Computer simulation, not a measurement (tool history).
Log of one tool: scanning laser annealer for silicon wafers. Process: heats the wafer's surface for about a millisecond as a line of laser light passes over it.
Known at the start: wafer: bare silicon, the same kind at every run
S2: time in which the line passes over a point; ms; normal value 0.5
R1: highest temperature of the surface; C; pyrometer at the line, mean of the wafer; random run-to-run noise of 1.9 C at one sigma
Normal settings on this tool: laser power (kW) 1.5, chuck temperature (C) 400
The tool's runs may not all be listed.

run 1 hour=0 | laser_power_(kW)=1.5 S2=0.5 chuck_temperature_(C)=400 | R1=1106
run 2 hour=100.8 | laser_power_(kW)=1.5 S2=0.5 chuck_temperature_(C)=400 | R1=1106
run 3 hour=155 | laser_power_(kW)=1.5 S2=0.5 chuck_temperature_(C)=402 | R1=1109
run 4 hour=214.5 | laser_power_(kW)=1.5 S2=0.5 chuck_temperature_(C)=402 | R1=1105
run 5 hour=293.4 | laser_power_(kW)=1.5 S2=0.5 chuck_temperature_(C)=402 | R1=1104
run 6 hour=341.1 | laser_power_(kW)=1.5 S2=0.5 chuck_temperature_(C)=402 | R1=1102
run 7 hour=382.3 | laser_power_(kW)=1.5 S2=0.5 chuck_temperature_(C)=402 | R1=1104
run 8 hour=473.7 | laser_power_(kW)=1.5 S2=0.5 chuck_temperature_(C)=398 | R1=1097
run 9 hour=529 | laser_power_(kW)=1.5 S2=0.5 chuck_temperature_(C)=398 | R1=1098
run 10 hour=577.2 | laser_power_(kW)=1.5 S2=0.5 chuck_temperature_(C)=400 | R1=1099
run 11 hour=640.8 | laser_power_(kW)=1.5 S2=0.5 chuck_temperature_(C)=400 | R1=1101
run 12 hour=698.6 | laser_power_(kW)=1.5 S2=0.5 chuck_temperature_(C)=400 | R1=1096
run 13 hour=793.4 | laser_power_(kW)=1.519 S2=0.5 chuck_temperature_(C)=400 | R1=1106
run 14 hour=856.7 | laser_power_(kW)=1.519 S2=0.5 chuck_temperature_(C)=400 | R1=1109
run 15 hour=932.4 | laser_power_(kW)=1.519 S2=0.5 chuck_temperature_(C)=400 | R1=1105
run 16 hour=977.7 | laser_power_(kW)=1.302 S2=0.5 chuck_temperature_(C)=400 | R1=1001
run 17 hour=1056.8 | laser_power_(kW)=1.302 S2=0.5 chuck_temperature_(C)=400 | R1=1000
run 18 hour=1140.2 | laser_power_(kW)=1.302 S2=0.5 chuck_temperature_(C)=400 | R1=1001
run 19 hour=1238.1 | laser_power_(kW)=1.302 S2=0.5 chuck_temperature_(C)=400 | R1=1002
run 20 hour=1303 | laser_power_(kW)=1.302 S2=0.5 chuck_temperature_(C)=400 | R1=1001
run 21 hour=1350.4 | laser_power_(kW)=1.536 S2=0.572 chuck_temperature_(C)=423 | R1=1177
-- hour=1384.6 optics aligned, line set to its width
run 22 hour=1420.2 | laser_power_(kW)=1.419 S2=0.494 chuck_temperature_(C)=407 | R1=1062
run 23 hour=1465.2 | laser_power_(kW)=1.419 S2=0.406 chuck_temperature_(C)=407 | R1=1004
run 24 hour=1566.7 | laser_power_(kW)=1.357 S2=0.457 chuck_temperature_(C)=407 | R1=1008
run 25 hour=1654.3 | laser_power_(kW)=1.5 S2=0.509 chuck_temperature_(C)=400 | R1=1103
run 26 hour=1698.8 | laser_power_(kW)=1.5 S2=0.509 chuck_temperature_(C)=400 | R1=1099
run 27 hour=1799.1 | laser_power_(kW)=1.5 S2=0.514 chuck_temperature_(C)=397 | R1=1099
-- hour=1808.6 laser's power meter calibrated
run 28 hour=1848.3 | laser_power_(kW)=1.588 S2=0.384 chuck_temperature_(C)=368 | R1=1020
run 29 hour=1928.9 | laser_power_(kW)=1.425 S2=0.369 chuck_temperature_(C)=368 | R1=936
-- hour=1937.9 window over the wafer cleaned
run 30 hour=2024 | laser_power_(kW)=1.5 S2=0.475 chuck_temperature_(C)=400 | R1=1097
run 31 hour=2093 | laser_power_(kW)=1.614 S2=0.5 chuck_temperature_(C)=400 | R1=1168
run 32 hour=2192 | laser_power_(kW)=1.408 S2=0.5 chuck_temperature_(C)=370 | R1=1037
run 33 hour=2256.6 | laser_power_(kW)=1.5 S2=0.523 chuck_temperature_(C)=400 | R1=1128
-- hour=2342.2 laser's power meter calibrated, once more
run 34 hour=2355.2 | laser_power_(kW)=1.442 S2=0.537 chuck_temperature_(C)=400 | R1=1098
run 35 hour=2419.3 | laser_power_(kW)=1.442 S2=0.537 chuck_temperature_(C)=400 | R1=1094
run 36 hour=2518.3 | laser_power_(kW)=1.442 S2=0.537 chuck_temperature_(C)=392 | R1=1091
run 37 hour=2592.2 | laser_power_(kW)=1.276 S2=0.447 chuck_temperature_(C)=400 | R1=962
run 38 hour=2683.2 | laser_power_(kW)=1.276 S2=0.447 chuck_temperature_(C)=400 | R1=964

What does the tool deliver on the next run?
run 39 hour=2751.7 | laser_power_(kW)=1.426 S2=0.432 chuck_temperature_(C)=409 | R1=?

R1: 1031 C
With no hidden state in the tool, this same run would have given R1 1040 C.

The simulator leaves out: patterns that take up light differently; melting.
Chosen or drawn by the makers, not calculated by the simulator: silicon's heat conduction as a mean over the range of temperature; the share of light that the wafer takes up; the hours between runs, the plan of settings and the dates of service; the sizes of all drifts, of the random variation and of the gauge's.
